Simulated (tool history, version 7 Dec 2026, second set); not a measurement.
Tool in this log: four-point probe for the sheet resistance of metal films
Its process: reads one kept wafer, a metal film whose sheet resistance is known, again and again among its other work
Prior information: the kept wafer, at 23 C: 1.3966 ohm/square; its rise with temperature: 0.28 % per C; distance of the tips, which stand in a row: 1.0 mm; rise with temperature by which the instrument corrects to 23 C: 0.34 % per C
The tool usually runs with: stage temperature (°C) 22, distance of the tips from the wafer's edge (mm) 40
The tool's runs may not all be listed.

run    hour  stage temperature (°C)  distance of the tips from the wafer's edge (mm)  sheet resistance as the instrument gives it (ohm/square)
  1       0                      22                                               40                                                  1.392493
  2   120.1                      22                                               40                                                  1.391668
  3   183.3                      22                                               40                                                  1.391786
  4   241.9                      22                                               27                                                  1.392268
  5   363.9                      22                                               21                                                  1.392698
  6     500                      22                                               21                                                  1.392411
  7   601.5                      25                                               40                                                  1.388611
  8   663.1                      25                                               40                                                  1.388379
  9   722.6                      25                                               40                                                  1.388729
 10   787.3                      25                                               40                                                  1.387646
 11   901.9                      25                                               40                                                   1.38779
 12  1008.6                      26                                               40                                                  1.386818
 13  1097.2                      26                                               15                                                  1.389602
 14  1191.3                      21                                               15                                                  1.393659
 15  1285.8                      22                                               40                                                  1.389295
 16  1367.8                      22                                               40                                                  1.389811
 17  1502.1                      22                                               40                                                  1.389297
 18  1576.8                      22                                               40                                                  1.389169
 19  1701.6                      21                                               40                                                  1.389863
 20  1802.5                      22                                               40                                                  1.388841
 21  1897.5                      22                                               63                                                  1.388094
 22  2022.5                      22                                               63                                                  1.388475
 23  2143.9                      31                                               40                                                  1.381441
 24  2198.8                      33                                               25                                                  1.379876
 25  2288.5                      33                                               25                                                  1.380642
 26  2371.5                      28                                               16                                                  1.385365
 27  2448.8                      34                                                3                                                  1.455696
 28  2576.9                      27                                               55                                                  1.383365
 29    2684                      27                                                4                                                  1.427236
 30  2749.4                      27                                                4                                                  1.427476
 31  2853.1                      34                                               72                                                  1.377237
 32  2907.9                      34                                               72                                                  1.377371
     2917.6  -- stage's thermometer calibrated
 33    2969                      29                                               40                                                  1.379771
 34  3064.3                      29                                               40                                                  1.380251
 35  3138.5                      22                                               13                                                  1.389188
 36  3241.4                      20                                               59                                                  1.386563
       3292  -- stage's thermometer calibrated, once more
 37  3354.6                      20                                               59                                                  1.390735
 38  3429.2                      20                                               59                                                   1.39042
 39  3527.6                      29                                               16                                                  1.385525
 40  3593.7                      27                                               45                                                  1.384788
 41  3670.4                      23                                               48                                                  1.388073
 42  3798.9                      34                                                8                                                  1.390143
 43  3863.9                      34                                                8                                                  1.390319
 44    3997                      21                                               24                                                  1.390003
 45  4131.2                      21                                               24                                                  1.389574

Consider 3 possible next runs. They are alternatives, not a sequence: every one starts from the tool as it was left by run 45. What does each give?
  A  4243.1                      29                                               59                                                         ?
  B  4243.1                      32                                               46                                                         ?
  C  4243.1                      21                                               22                                                         ?

run  sheet resistance as the instrument gives it (ohm/square)
  A                                                  1.381728
  B                                                  1.379657
  C                                                  1.390008
Stripped of hidden state, with their random variation kept, the same runs would have yielded:
run  sheet resistance as the instrument gives it (ohm/square)
  A                                                  1.391966
  B                                                  1.389873
  C                                                  1.400324
